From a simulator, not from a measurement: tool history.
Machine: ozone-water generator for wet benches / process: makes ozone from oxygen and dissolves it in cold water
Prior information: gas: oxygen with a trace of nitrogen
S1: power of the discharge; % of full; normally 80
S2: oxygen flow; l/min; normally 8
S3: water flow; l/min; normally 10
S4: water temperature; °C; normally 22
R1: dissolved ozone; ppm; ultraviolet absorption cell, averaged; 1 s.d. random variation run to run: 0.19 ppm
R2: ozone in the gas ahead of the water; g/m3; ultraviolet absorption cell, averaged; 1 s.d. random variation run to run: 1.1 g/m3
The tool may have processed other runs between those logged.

{"run": 1, "day": 0.0, "S1": 80, "S2": 8, "S3": 10, "S4": 22, "R1": 24.4, "R2": 179.9}
{"run": 2, "day": 2.683, "S1": 80, "S2": 8, "S3": 10, "S4": 22, "R1": 24.3, "R2": 176}
{"run": 3, "day": 4.925, "S1": 80, "S2": 8, "S3": 10, "S4": 22, "R1": 24.4, "R2": 177.1}
{"run": 4, "day": 7.112, "S1": 80, "S2": 8, "S3": 10, "S4": 22, "R1": 24.1, "R2": 178.2}
{"run": 5, "day": 9.125, "S1": 80, "S2": 8, "S3": 16, "S4": 22, "R1": 17, "R2": 176.8}
{"run": 6, "day": 12.775, "S1": 80, "S2": 8, "S3": 16, "S4": 22, "R1": 16.6, "R2": 176.2}
{"run": 7, "day": 15.729, "S1": 80, "S2": 8, "S3": 16, "S4": 22, "R1": 16.6, "R2": 176.7}
{"run": 8, "day": 18.246, "S1": 80, "S2": 8, "S3": 16, "S4": 22, "R1": 16.6, "R2": 175.6}
{"run": 9, "day": 20.671, "S1": 80, "S2": 8, "S3": 16, "S4": 22, "R1": 16.4, "R2": 178.3}
{"run": 10, "day": 22.746, "S1": 80, "S2": 8, "S3": 16, "S4": 22, "R1": 16.7, "R2": 175.4}

Predict the results of run 11:
{"run": 11, "day": 26.104, "S1": 80, "S2": 8, "S3": 16, "S4": 22, "R1": "?", "R2": "?"}

{"run 11": {"R1": 16.4, "R2": 176.1}}
Without the tool's hidden state the same run would have given R1 18.7 ppm, R2 194.5 g/m3.
